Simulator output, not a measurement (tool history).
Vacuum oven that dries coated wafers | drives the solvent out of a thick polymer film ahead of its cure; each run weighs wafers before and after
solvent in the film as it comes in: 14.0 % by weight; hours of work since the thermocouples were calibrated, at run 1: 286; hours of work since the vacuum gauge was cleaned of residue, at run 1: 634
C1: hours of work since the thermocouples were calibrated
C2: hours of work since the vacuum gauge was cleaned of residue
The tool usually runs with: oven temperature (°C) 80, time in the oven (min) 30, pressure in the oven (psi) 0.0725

Run 1, hour 0.0: usual settings; C1 286; C2 634. Result: solvent left in the film (%) 2.18.
Run 2, hour 87.3: usual settings; C1 323; C2 671. Result: solvent left in the film (%) 2.26.
Run 3, hour 151.3: usual settings but time in the oven (min) 36; C1 350; C2 699. Result: solvent left in the film (%) 1.77.
Run 4, hour 219.6: usual settings but time in the oven (min) 23; C1 379; C2 728. Result: solvent left in the film (%) 3.13.
Run 5, hour 266.0: usual settings but time in the oven (min) 23; C1 399; C2 747. Result: solvent left in the film (%) 3.10.
Run 6, hour 312.9: usual settings but time in the oven (min) 23; C1 419; C2 767. Result: solvent left in the film (%) 3.07.
Run 7, hour 381.4: usual settings but time in the oven (min) 23; C1 448; C2 796. Result: solvent left in the film (%) 3.14.
Run 8, hour 470.1: usual settings but time in the oven (min) 23; C1 486; C2 834. Result: solvent left in the film (%) 3.20.
Run 9, hour 537.8: usual settings but time in the oven (min) 23, pressure in the oven (psi) 0.1749; C1 515; C2 863. Result: solvent left in the film (%) 3.81.
Run 10, hour 617.3: usual settings but time in the oven (min) 23, pressure in the oven (psi) 0.1749; C1 548; C2 897. Result: solvent left in the film (%) 3.72.
Run 11, hour 723.4: usual settings; C1 594; C2 942. Result: solvent left in the film (%) 2.30.
Run 12, hour 813.6: usual settings; C1 632; C2 980. Result: solvent left in the film (%) 2.20.
Run 13, hour 917.7: usual settings; C1 676; C2 1024. Result: solvent left in the film (%) 2.32.
Run 14, hour 977.9: usual settings; C1 702; C2 1050. Result: solvent left in the film (%) 2.39.
At hour 1029.8: oven's thermocouples calibrated.
Run 15, hour 1029.8: usual settings; C1 0; C2 1071. Result: solvent left in the film (%) 2.31.
At hour 1040.5: vacuum gauge cleaned of residue and calibrated.
Run 16, hour 1133.1: usual settings; C1 43; C2 39. Result: solvent left in the film (%) 2.51.
Run 17, hour 1221.7: usual settings; C1 81; C2 77. Result: solvent left in the film (%) 2.64.
Run 18, hour 1305.9: usual settings but oven temperature (°C) 70; C1 117; C2 113. Result: solvent left in the film (%) 4.77.
Run 19, hour 1350.4: usual settings but time in the oven (min) 21; C1 136; C2 132. Result: solvent left in the film (%) 3.56.
Run 20, hour 1394.7: usual settings; C1 154; C2 151. Result: solvent left in the film (%) 2.52.
Run 21, hour 1445.2: usual settings; C1 176; C2 172. Result: solvent left in the film (%) 2.50.
At hour 1488.7: vacuum gauge cleaned of residue and calibrated, once more.
Run 22, hour 1496.4: usual settings; C1 197; C2 3. Result: solvent left in the film (%) 1.76.
Run 23, hour 1565.5: usual settings; C1 226; C2 33. Result: solvent left in the film (%) 1.91.
Run 24, hour 1609.2: usual settings but time in the oven (min) 26, pressure in the oven (psi) 0.1640; C1 245; C2 51. Result: solvent left in the film (%) 2.95.
Run 25, hour 1680.2: usual settings but oven temperature (°C) 78, pressure in the oven (psi) 0.1257; C1 275; C2 81. Result: solvent left in the film (%) 2.45.
Run 26, hour 1770.0: usual settings but time in the oven (min) 43, pressure in the oven (psi) 0.0508; C1 313; C2 120. Result: solvent left in the film (%) 0.86.
Run 27, hour 1821.4: usual settings but oven temperature (°C) 88, time in the oven (min) 19, pressure in the oven (psi) 0.0580; C1 335; C2 141. Result: solvent left in the film (%) 1.82.
Run 28, hour 1874.7: usual settings but oven temperature (°C) 76, time in the oven (min) 23, pressure in the oven (psi) 0.0603; C1 358; C2 164. Result: solvent left in the film (%) 3.41.
Run 29, hour 1972.5: usual settings but oven temperature (°C) 93, pressure in the oven (psi) 0.0451; C1 399; C2 206. Result: solvent left in the film (%) 0.41.
Run 30, hour 2026.0: usual settings but oven temperature (°C) 93, pressure in the oven (psi) 0.0451; C1 422; C2 228. Result: solvent left in the film (%) 0.47.
Run 31, hour 2075.6: usual settings but oven temperature (°C) 79, time in the oven (min) 21, pressure in the oven (psi) 0.0505; C1 443; C2 249. Result: solvent left in the film (%) 3.09.
Run 32, hour 2177.1: usual settings but time in the oven (min) 37, pressure in the oven (psi) 0.1466; C1 486; C2 293. Result: solvent left in the film (%) 1.98.
Run 33, hour 2258.9: usual settings but oven temperature (°C) 93, time in the oven (min) 24, pressure in the oven (psi) 0.1466; C1 521; C2 327. Result: solvent left in the film (%) 1.26.
Run 34, hour 2320.6: usual settings but oven temperature (°C) 68, time in the oven (min) 24, pressure in the oven (psi) 0.0496; C1 547; C2 354. Result: solvent left in the film (%) 5.00.
Run 35, hour 2405.7: usual settings but oven temperature (°C) 68, time in the oven (min) 24, pressure in the oven (psi) 0.0496; C1 584; C2 390. Result: solvent left in the film (%) 5.01.
Run 36, hour 2455.8: usual settings but time in the oven (min) 19, pressure in the oven (psi) 0.0722; C1 605; C2 411. Result: solvent left in the film (%) 3.41.

For run 37, what comes out?
Run 37, hour 2503.3: usual settings but oven temperature (°C) 85, time in the oven (min) 19, pressure in the oven (psi) 0.2379; C1 625; C2 431. Result: solvent left in the film (%) ?.

solvent left in the film (%): 3.28
With the hidden condition absent and the run-to-run variation left alone, this run would have shown solvent left in the film (%) 3.37.
